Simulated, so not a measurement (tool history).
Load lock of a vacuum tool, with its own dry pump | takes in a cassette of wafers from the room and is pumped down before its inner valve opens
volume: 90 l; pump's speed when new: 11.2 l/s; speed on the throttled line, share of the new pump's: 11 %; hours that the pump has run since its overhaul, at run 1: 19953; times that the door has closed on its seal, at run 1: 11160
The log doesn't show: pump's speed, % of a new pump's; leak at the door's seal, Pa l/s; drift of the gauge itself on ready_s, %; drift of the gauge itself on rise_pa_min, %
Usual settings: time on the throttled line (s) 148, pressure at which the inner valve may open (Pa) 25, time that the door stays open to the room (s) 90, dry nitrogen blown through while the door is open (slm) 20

| run | hour | time on the throttled line (s) | pressure at which the inner valve may open (Pa) | time that the door stays open to the room (s) | dry nitrogen blown through while the door is open (slm) | hours that the pump has run since its overhaul | times that the door has closed on its seal | incoming humidity of the room's air, % | time from the closed door until the inner valve may open (s) | rise of the pressure with all valves shut (Pa/min) |
|---|---|---|---|---|---|---|---|---|---|---|
| 1 | 0.0 | 148 | 25 | 90 | 20 | 19953 | 11160 | 47.6 | 208.7 | 0.123 |
| 2 | 366.1 | 148 | 29 | 90 | 20 | 20319 | 11563 | 43.1 | 206.1 | 0.120 |
| 3 | 957.1 | 95 | 29 | 90 | 20 | 20910 | 12214 | 44.2 | 161.4 | 0.130 |
| 4 | 1613.4 | 95 | 29 | 90 | 20 | 21566 | 12936 | 44.3 | 161.5 | 0.146 |
| 5 | 2200.2 | 148 | 22 | 90 | 20 | 22153 | 13582 | 46.7 | 209.9 | 0.157 |
| 6 | 2607.3 | 148 | 22 | 90 | 20 | 22560 | 14030 | 50.7 | 209.4 | 0.169 |
| 7 | 3268.0 | 148 | 22 | 90 | 20 | 23221 | 14757 | 47.2 | 210.9 | 0.173 |
| 8 | 3748.6 | 148 | 22 | 90 | 20 | 23701 | 15286 | 47.3 | 210.6 | 0.177 |
| 9 | 4397.6 | 148 | 22 | 90 | 20 | 24350 | 16000 | 47.3 | 211.0 | 0.193 |
|  | 4615.1 | dry pump taken out, an overhauled one fitted |
| 10 | 5036.7 | 148 | 22 | 223 | 20 | 422 | 16697 | 48.2 | 199.3 | 0.228 |
| 11 | 5565.2 | 148 | 25 | 90 | 20 | 950 | 17279 | 46.1 | 198.6 | 0.216 |
| 12 | 6118.1 | 148 | 25 | 90 | 20 | 1503 | 17887 | 46.9 | 198.3 | 0.228 |
| 13 | 6617.3 | 148 | 25 | 90 | 20 | 2002 | 18437 | 45.6 | 199.6 | 0.232 |
| 14 | 7242.8 | 148 | 25 | 39 | 20 | 2628 | 19125 | 44.8 | 199.9 | 0.237 |
| 15 | 7722.7 | 148 | 25 | 39 | 20 | 3108 | 19654 | 42.0 | 199.0 | 0.245 |
| 16 | 8331.6 | 104 | 39 | 39 | 20 | 3716 | 20324 | 45.0 | 157.0 | 0.261 |
| 17 | 8601.3 | 150 | 30 | 44 | 43 | 3986 | 20621 | 41.8 | 200.4 | 0.257 |
| 18 | 8879.5 | 157 | 34 | 27 | 19 | 4264 | 20927 | 44.1 | 204.8 | 0.268 |
| 19 | 9434.6 | 157 | 34 | 27 | 19 | 4819 | 21538 | 45.3 | 205.4 | 0.278 |
| 20 | 9769.4 | 75 | 36 | 222 | 23 | 5154 | 21906 | 46.0 | 132.7 | 0.312 |

The next listed run, before its measurement:
| 21 | 10222.5 | 203 | 25 | 64 | 20 | 5607 | 22405 | 41.6 | ? | ? |

{"run 21": {"time from the closed door until the inner valve may open (s)": 248.5, "rise of the pressure with all valves shut (Pa/min)": 0.296}}
Without the tool's hidden state the same run would have given time from the closed door until the inner valve may open (s) 246.6, rise of the pressure with all valves shut (Pa/min) 0.012.

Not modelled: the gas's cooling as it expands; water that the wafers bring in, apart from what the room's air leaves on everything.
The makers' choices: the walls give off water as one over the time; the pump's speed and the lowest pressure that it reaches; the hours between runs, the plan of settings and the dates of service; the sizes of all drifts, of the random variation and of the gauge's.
